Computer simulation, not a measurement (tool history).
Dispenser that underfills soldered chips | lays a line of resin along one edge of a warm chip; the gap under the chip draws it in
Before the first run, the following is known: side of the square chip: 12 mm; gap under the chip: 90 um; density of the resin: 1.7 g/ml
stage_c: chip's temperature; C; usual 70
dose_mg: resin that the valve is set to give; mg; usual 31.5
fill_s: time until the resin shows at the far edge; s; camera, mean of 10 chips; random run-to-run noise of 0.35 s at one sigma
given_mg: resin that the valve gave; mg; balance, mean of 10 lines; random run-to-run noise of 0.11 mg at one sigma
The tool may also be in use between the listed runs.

run	hour	stage_c	dose_mg	fill_s	given_mg
1	0	70	31.5	21.7	31.01
2	6.8	70	31.5	26.9	30.71
# hour 8.5: new syringe of resin
3	16.9	72	31.5	20.5	30.81
4	22.8	70	31.5	25.8	30.62
# hour 24.4: new syringe of resin
5	30.2	70	31.5	21.5	30.58
6	36.6	70	31.5	26.4	30.34
# hour 40.1: new syringe of resin
7	46.4	70	31.5	21.1	30.3
# hour 56.1: new syringe of resin
# hour 57.1: dispensing valve cleaned and set on the balance
8	57.1	65	31.5	22.5	31.31
9	62.2	57	34.5	36.3	34.25
10	67.4	70	31.3	24.8	31.2
# hour 72.8: new syringe of resin
11	73	74	30	15.7	29.89
12	80.9	60	30.7	36.2	30.54
13	87.6	81	33.4	17.3	32.97

4 options for the next run, each taken on its own from the tool as it stands now. Forecast them:
# hour 88.7: new syringe of resin
A	92.9	77	33.3	?	?
# hour 88.7: new syringe of resin
B	92.9	67	33.4	?	?
# hour 88.7: new syringe of resin
C	92.9	70	32.9	?	?
# hour 88.7: new syringe of resin
D	92.9	56	33.4	?	?

run	fill_s	given_mg
A	14.6	32.76
B	22.6	32.94
C	20.8	32.21
D	38.3	32.85
What these runs would have given with no unlogged condition in the tool:
run	fill_s	given_mg
A	12.4	33.31
B	19.1	33.49
C	17.7	32.75
D	32.4	33.4
